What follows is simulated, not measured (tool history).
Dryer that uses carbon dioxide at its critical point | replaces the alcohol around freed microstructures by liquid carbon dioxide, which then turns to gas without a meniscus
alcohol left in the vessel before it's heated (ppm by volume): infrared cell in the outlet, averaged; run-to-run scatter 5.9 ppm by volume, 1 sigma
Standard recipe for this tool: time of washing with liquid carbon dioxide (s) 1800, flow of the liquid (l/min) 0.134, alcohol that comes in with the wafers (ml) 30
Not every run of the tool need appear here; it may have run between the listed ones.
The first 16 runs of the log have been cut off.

run,hour,time of washing with liquid carbon dioxide (s),flow of the liquid (l/min),alcohol that comes in with the wafers (ml),alcohol left in the vessel before it's heated (ppm by volume)
17,353.8,1800,0.134,30,214
18,373.9,1800,0.134,30,225
19,399.2,1800,0.134,30,221
20,434.3,1800,0.134,30,248
21,469.1,1800,0.134,30,250
22,487.8,1800,0.134,30,248
23,517.3,1800,0.134,72,584
24,533.8,1800,0.134,38,328
25,555.4,2580,0.134,30,44
26,577.3,1200,0.134,30,1577
27,608.3,1800,0.146,23,145
28,638.2,2220,0.146,67,117
29,654.2,2220,0.146,67,125
30,676.9,2280,0.11,37,295
31,694.9,2280,0.11,37,317
32,714.8,1800,0.204,65,80
33,729.9,1860,0.081,41,3010
34,752.2,1920,0.134,31,239
35,773.8,2580,0.134,30,78

For run 36, what comes out?
36,792.7,1740,0.174,69,?

alcohol left in the vessel before it's heated (ppm by volume): 208
Were there no unlogged condition in the tool, this run, its random variation unchanged, would have produced alcohol left in the vessel before it's heated (ppm by volume) 102.
